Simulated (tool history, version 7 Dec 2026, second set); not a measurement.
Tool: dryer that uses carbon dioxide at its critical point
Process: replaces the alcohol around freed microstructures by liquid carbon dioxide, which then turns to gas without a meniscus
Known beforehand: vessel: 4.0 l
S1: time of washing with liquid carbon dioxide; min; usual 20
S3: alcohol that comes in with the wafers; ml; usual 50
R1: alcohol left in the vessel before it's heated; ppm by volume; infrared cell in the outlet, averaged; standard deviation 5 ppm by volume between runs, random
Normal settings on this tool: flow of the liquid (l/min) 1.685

run 1 hour=0.0 | S1=20 flow_of_the_liquid_(l/min)=1.685 S3=50 | R1=41
run 2 hour=13.2 | S1=20 flow_of_the_liquid_(l/min)=2.130 S3=50 | R1=34
run 3 hour=38.3 | S1=20 flow_of_the_liquid_(l/min)=1.685 S3=50 | R1=44
run 4 hour=64.8 | S1=20 flow_of_the_liquid_(l/min)=1.685 S3=50 | R1=46
run 5 hour=85.9 | S1=20 flow_of_the_liquid_(l/min)=1.685 S3=50 | R1=52
run 6 hour=101.2 | S1=20 flow_of_the_liquid_(l/min)=1.685 S3=50 | R1=54
run 7 hour=129.1 | S1=20 flow_of_the_liquid_(l/min)=1.685 S3=50 | R1=64
run 8 hour=160.6 | S1=20 flow_of_the_liquid_(l/min)=1.685 S3=76 | R1=81
run 9 hour=191.3 | S1=22 flow_of_the_liquid_(l/min)=1.685 S3=76 | R1=64
run 10 hour=223.1 | S1=22 flow_of_the_liquid_(l/min)=1.685 S3=76 | R1=63
run 11 hour=253.8 | S1=22 flow_of_the_liquid_(l/min)=1.685 S3=76 | R1=74
-- hour=264.5 inlet filter changed
run 12 hour=283.6 | S1=20 flow_of_the_liquid_(l/min)=1.685 S3=50 | R1=67
run 13 hour=309.9 | S1=20 flow_of_the_liquid_(l/min)=1.685 S3=50 | R1=57
run 14 hour=325.2 | S1=20 flow_of_the_liquid_(l/min)=1.220 S3=50 | R1=138
run 15 hour=357.0 | S1=20 flow_of_the_liquid_(l/min)=1.685 S3=102 | R1=85
run 16 hour=374.7 | S1=20 flow_of_the_liquid_(l/min)=1.685 S3=102 | R1=80
run 17 hour=400.2 | S1=27 flow_of_the_liquid_(l/min)=1.685 S3=50 | R1=49
run 18 hour=432.0 | S1=20 flow_of_the_liquid_(l/min)=1.685 S3=50 | R1=75
run 19 hour=460.0 | S1=20 flow_of_the_liquid_(l/min)=2.010 S3=50 | R1=53
run 20 hour=491.8 | S1=20 flow_of_the_liquid_(l/min)=1.685 S3=50 | R1=75
run 21 hour=509.3 | S1=20 flow_of_the_liquid_(l/min)=1.685 S3=24 | R1=72
run 22 hour=532.3 | S1=20 flow_of_the_liquid_(l/min)=1.685 S3=50 | R1=77
run 23 hour=545.3 | S1=20 flow_of_the_liquid_(l/min)=1.460 S3=59 | R1=127
run 24 hour=568.6 | S1=20 flow_of_the_liquid_(l/min)=1.460 S3=59 | R1=134
run 25 hour=593.3 | S1=20 flow_of_the_liquid_(l/min)=1.460 S3=59 | R1=138
run 26 hour=607.0 | S1=14 flow_of_the_liquid_(l/min)=1.400 S3=50 | R1=432

Expected results for the next run?
run 27 hour=626.6 | S1=14 flow_of_the_liquid_(l/min)=1.400 S3=50 | R1=?

Run 27 yielded R1 455 ppm by volume.
Minus the tool's unlogged condition, the same run would have read R1 264 ppm by volume.
